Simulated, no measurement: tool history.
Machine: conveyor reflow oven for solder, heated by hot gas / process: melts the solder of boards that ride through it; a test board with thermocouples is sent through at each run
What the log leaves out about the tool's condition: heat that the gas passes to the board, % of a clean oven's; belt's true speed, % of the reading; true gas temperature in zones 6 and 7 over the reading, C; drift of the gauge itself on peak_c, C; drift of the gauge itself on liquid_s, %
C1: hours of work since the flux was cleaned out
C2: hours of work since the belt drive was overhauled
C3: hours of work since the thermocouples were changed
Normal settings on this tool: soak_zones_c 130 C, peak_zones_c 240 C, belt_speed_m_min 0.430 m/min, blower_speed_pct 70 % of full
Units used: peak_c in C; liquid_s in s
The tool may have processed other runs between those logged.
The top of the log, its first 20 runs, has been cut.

{"run": 21, "day": 36.975, "soak_zones_c": 130, "peak_zones_c": 240, "belt_speed_m_min": 0.472, "blower_speed_pct": 70, "C1": 24, "C2": 971, "C3": 696, "peak_c": 217.2, "liquid_s": 55.0}
{"run": 22, "day": 38.8, "soak_zones_c": 130, "peak_zones_c": 240, "belt_speed_m_min": 0.472, "blower_speed_pct": 70, "C1": 45, "C2": 992, "C3": 717, "peak_c": 216.9, "liquid_s": 54.5}
{"run": 23, "day": 41.225, "soak_zones_c": 130, "peak_zones_c": 228, "belt_speed_m_min": 0.43, "blower_speed_pct": 64, "C1": 72, "C2": 1019, "C3": 744, "peak_c": 208.3, "liquid_s": 51.5}
{"day": 43.012, "done": "thermocouples of zones 6 and 7 changed"}
{"run": 24, "day": 43.933, "soak_zones_c": 130, "peak_zones_c": 239, "belt_speed_m_min": 0.43, "blower_speed_pct": 86, "C1": 101, "C2": 1048, "C3": 10, "peak_c": 224.7, "liquid_s": 66.9}
{"run": 25, "day": 45.129, "soak_zones_c": 131, "peak_zones_c": 246, "belt_speed_m_min": 0.471, "blower_speed_pct": 54, "C1": 115, "C2": 1062, "C3": 24, "peak_c": 219.2, "liquid_s": 56.0}
{"run": 26, "day": 46.712, "soak_zones_c": 131, "peak_zones_c": 246, "belt_speed_m_min": 0.471, "blower_speed_pct": 54, "C1": 133, "C2": 1079, "C3": 42, "peak_c": 219.1, "liquid_s": 55.7}
{"run": 27, "day": 49.333, "soak_zones_c": 137, "peak_zones_c": 240, "belt_speed_m_min": 0.471, "blower_speed_pct": 54, "C1": 162, "C2": 1109, "C3": 71, "peak_c": 215.0, "liquid_s": 54.4}
{"run": 28, "day": 51.604, "soak_zones_c": 137, "peak_zones_c": 240, "belt_speed_m_min": 0.471, "blower_speed_pct": 54, "C1": 188, "C2": 1134, "C3": 96, "peak_c": 214.1, "liquid_s": 53.9}
{"day": 52.421, "done": "flux residue cleaned out of gas plates and filters"}
{"run": 29, "day": 54.412, "soak_zones_c": 130, "peak_zones_c": 240, "belt_speed_m_min": 0.43, "blower_speed_pct": 69, "C1": 22, "C2": 1164, "C3": 126, "peak_c": 222.4, "liquid_s": 65.2}
{"run": 30, "day": 56.596, "soak_zones_c": 130, "peak_zones_c": 239, "belt_speed_m_min": 0.43, "blower_speed_pct": 67, "C1": 47, "C2": 1188, "C3": 150, "peak_c": 221.3, "liquid_s": 63.5}
{"run": 31, "day": 58.717, "soak_zones_c": 130, "peak_zones_c": 239, "belt_speed_m_min": 0.43, "blower_speed_pct": 67, "C1": 71, "C2": 1212, "C3": 174, "peak_c": 220.1, "liquid_s": 63.6}

Alternative continuations, all from the tool just after run 31; predict every row:
{"run": "A", "day": 61.125, "soak_zones_c": 127, "peak_zones_c": 240, "belt_speed_m_min": 0.43, "blower_speed_pct": 70, "C1": 98, "C2": 1239, "C3": 201, "peak_c": "?", "liquid_s": "?"}
{"run": "B", "day": 61.125, "soak_zones_c": 130, "peak_zones_c": 250, "belt_speed_m_min": 0.43, "blower_speed_pct": 67, "C1": 98, "C2": 1239, "C3": 201, "peak_c": "?", "liquid_s": "?"}
{"run": "C", "day": 61.125, "soak_zones_c": 142, "peak_zones_c": 248, "belt_speed_m_min": 0.43, "blower_speed_pct": 85, "C1": 98, "C2": 1239, "C3": 201, "peak_c": "?", "liquid_s": "?"}

run=A peak_c=221.3 liquid_s=63.5
run=B peak_c=230.1 liquid_s=71.0
run=C peak_c=233.8 liquid_s=77.3
With the hidden condition removed and each run's random variation left untouched, the same runs would have given:
run=A peak_c=221.9 liquid_s=62.8
run=B peak_c=230.7 liquid_s=70.0
run=C peak_c=234.4 liquid_s=76.2
